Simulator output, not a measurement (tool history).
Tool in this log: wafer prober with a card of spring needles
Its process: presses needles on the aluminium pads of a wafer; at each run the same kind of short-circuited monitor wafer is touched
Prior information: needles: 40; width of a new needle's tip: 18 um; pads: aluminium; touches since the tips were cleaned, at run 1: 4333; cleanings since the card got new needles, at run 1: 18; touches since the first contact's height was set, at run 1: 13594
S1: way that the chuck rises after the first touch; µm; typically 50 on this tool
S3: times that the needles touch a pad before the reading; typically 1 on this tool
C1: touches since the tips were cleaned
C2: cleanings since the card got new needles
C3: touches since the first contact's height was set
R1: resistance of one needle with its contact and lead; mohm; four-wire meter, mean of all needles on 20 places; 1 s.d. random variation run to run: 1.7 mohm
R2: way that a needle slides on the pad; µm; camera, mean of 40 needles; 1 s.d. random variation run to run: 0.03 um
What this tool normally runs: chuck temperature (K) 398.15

Run 1, hour 0: usual settings; C1 4333; C2 18; C3 13594. Result: R1 326 mohm, R2 8.69 µm.
At hour 11: tips cleaned on abrasive film.
Run 2, hour 12.3: usual settings; C1 438; C2 19; C3 17812. Result: R1 217 mohm, R2 8.72 µm.
At hour 33: tips cleaned on abrasive film.
Run 3, hour 34.9: usual settings; C1 668; C2 20; C3 25612. Result: R1 228 mohm, R2 8.68 µm.
Run 4, hour 46.9: usual settings but chuck temperature (K) 315.15; C1 4820; C2 20; C3 29764. Result: R1 333 mohm, R2 8.7 µm.
At hour 54.5: tips cleaned on abrasive film.
Run 5, hour 68: usual settings but chuck temperature (K) 315.15; C1 4659; C2 21; C3 37019. Result: R1 332 mohm, R2 8.7 µm.
At hour 77.5: tips cleaned on abrasive film.
Run 6, hour 88.7: usual settings but chuck temperature (K) 315.15; C1 3862; C2 22; C3 44141. Result: R1 320 mohm, R2 8.69 µm.
At hour 100: tips cleaned on abrasive film.
Run 7, hour 104.7: usual settings; C1 1632; C2 23; C3 49631. Result: R1 283 mohm, R2 8.65 µm.
Run 8, hour 115.6: usual settings; C1 5420; C2 23; C3 53419. Result: R1 335 mohm, R2 8.58 µm.
At hour 121.9: tips cleaned on abrasive film.
Run 9, hour 133.6: usual settings; C1 4050; C2 24; C3 59595. Result: R1 321 mohm, R2 8.58 µm.
At hour 144: tips cleaned on abrasive film.
Run 10, hour 153.9: usual settings; C1 3446; C2 25; C3 66599. Result: R1 324 mohm, R2 8.52 µm.
At hour 166.7: tips cleaned on abrasive film.
Run 11, hour 167: usual settings; C1 88; C2 26; C3 71075. Result: R1 189 mohm, R2 8.55 µm.
Run 12, hour 180.5: usual settings; C1 4769; C2 26; C3 75756. Result: R1 336 mohm, R2 8.58 µm.
At hour 189.2: tips cleaned on abrasive film.
Run 13, hour 197.7: usual settings; C1 2948; C2 27; C3 81664. Result: R1 312 mohm, R2 8.55 µm.
Run 14, hour 208.7: usual settings; C1 6747; C2 27; C3 85463. Result: R1 341 mohm, R2 8.6 µm.
At hour 211.2: tips cleaned on abrasive film.
Run 15, hour 223.2: usual settings; C1 4141; C2 28; C3 90441. Result: R1 332 mohm, R2 8.57 µm.
At hour 232.9: tips cleaned on abrasive film.
Run 16, hour 238: usual settings; C1 1767; C2 29; C3 95541. Result: R1 286 mohm, R2 8.53 µm.
Run 17, hour 251.3: usual settings; C1 6364; C2 29; C3 100138. Result: R1 347 mohm, R2 8.52 µm.
At hour 254.6: tips cleaned on abrasive film.
Run 18, hour 265.6: usual settings but S3 2; C1 3797; C2 30; C3 105048. Result: R1 259 mohm, R2 8.49 µm.
Run 19, hour 275.2: usual settings but S3 2; C1 7135; C2 30; C3 108386. Result: R1 280 mohm, R2 8.51 µm.
At hour 276.7: tips cleaned on abrasive film.
Run 20, hour 296.2: usual settings but S1 34 µm, chuck temperature (K) 323.15, S3 2; C1 6756; C2 31; C3 115613. Result: R1 406 mohm, R2 5.69 µm.
At hour 298.2: tips cleaned on abrasive film.
Run 21, hour 315.1: usual settings but S1 67 µm, chuck temperature (K) 323.15; C1 5850; C2 32; C3 122120. Result: R1 270 mohm, R2 11.43 µm.
At hour 319.9: tips cleaned on abrasive film.
Run 22, hour 329.9: usual settings but S1 67 µm, chuck temperature (K) 323.15; C1 3455; C2 33; C3 127187. Result: R1 255 mohm, R2 11.42 µm.
Run 23, hour 340: usual settings but S1 67 µm, chuck temperature (K) 324.15, S3 2; C1 6965; C2 33; C3 130697. Result: R1 227 mohm, R2 11.45 µm.
At hour 342: tips cleaned on abrasive film.
Run 24, hour 349.8: usual settings but S1 67 µm, chuck temperature (K) 324.15, S3 2; C1 2688; C2 34; C3 134042. Result: R1 210 mohm, R2 11.4 µm.
At hour 355.7: height of the first contact set anew.
At hour 363.9: tips cleaned on abrasive film.
Run 25, hour 371.2: usual settings but S1 67 µm, chuck temperature (K) 324.15, S3 2; C1 2506; C2 35; C3 5313. Result: R1 208 mohm, R2 11.65 µm.
At hour 385.7: tips cleaned on abrasive film.
Run 26, hour 390.8: usual settings but S1 67 µm, chuck temperature (K) 324.15, S3 2; C1 1755; C2 36; C3 12078. Result: R1 202 mohm, R2 11.68 µm.
At hour 408.5: tips cleaned on abrasive film.
Run 27, hour 409: usual settings but S1 67 µm, chuck temperature (K) 329.15, S3 2; C1 189; C2 37; C3 18334. Result: R1 171 mohm, R2 11.64 µm.
Run 28, hour 427.1: usual settings but S1 42 µm, chuck temperature (K) 329.15, S3 2; C1 6465; C2 37; C3 24610. Result: R1 318 mohm, R2 7.23 µm.
At hour 430.1: tips cleaned on abrasive film.
Run 29, hour 439.7: usual settings but S1 42 µm, chuck temperature (K) 329.15, S3 2; C1 3306; C2 38; C3 28917. Result: R1 299 mohm, R2 7.27 µm.
At hour 452.1: tips cleaned on abrasive film.
Run 30, hour 458.2: usual settings but S1 42 µm, chuck temperature (K) 329.15, S3 2; C1 2111; C2 39; C3 35297. Result: R1 274 mohm, R2 7.27 µm.
Run 31, hour 470.7: usual settings but S1 36 µm, chuck temperature (K) 396.15; C1 6413; C2 39; C3 39599. Result: R1 488 mohm, R2 6.19 µm.
At hour 475.3: tips cleaned on abrasive film.
Run 32, hour 484.9: usual settings but S1 36 µm, chuck temperature (K) 396.15; C1 3307; C2 40; C3 44477. Result: R1 465 mohm, R2 6.18 µm.
Run 33, hour 495.4: usual settings but S1 53 µm, chuck temperature (K) 334.15; C1 6943; C2 40; C3 48113. Result: R1 333 mohm, R2 9.14 µm.

Consider 3 possible next runs. They are alternatives, not a sequence: every one starts from the tool as it was left by run 33. What does each give?
At hour 497.4: tips cleaned on abrasive film.
Run A, hour 505: usual settings but S1 51 µm, chuck temperature (K) 383.15; C1 2631; C2 41; C3 51417. Result: R1 ?, R2 ?.
At hour 497.4: tips cleaned on abrasive film.
Run B, hour 505: usual settings but S1 33 µm, chuck temperature (K) 330.15, S3 3; C1 2631; C2 41; C3 51417. Result: R1 ?, R2 ?.
At hour 497.4: tips cleaned on abrasive film.
Run C, hour 505: usual settings but chuck temperature (K) 318.15, S3 2; C1 2631; C2 41; C3 51417. Result: R1 ?, R2 ?.

run   R1    R2
  A  304  8.86
  B  281  5.63
  C  250  8.61
What these runs would have given with no unlogged condition in the tool:
run   R1    R2
  A  170  8.97
  B  165  5.74
  C  158  8.72

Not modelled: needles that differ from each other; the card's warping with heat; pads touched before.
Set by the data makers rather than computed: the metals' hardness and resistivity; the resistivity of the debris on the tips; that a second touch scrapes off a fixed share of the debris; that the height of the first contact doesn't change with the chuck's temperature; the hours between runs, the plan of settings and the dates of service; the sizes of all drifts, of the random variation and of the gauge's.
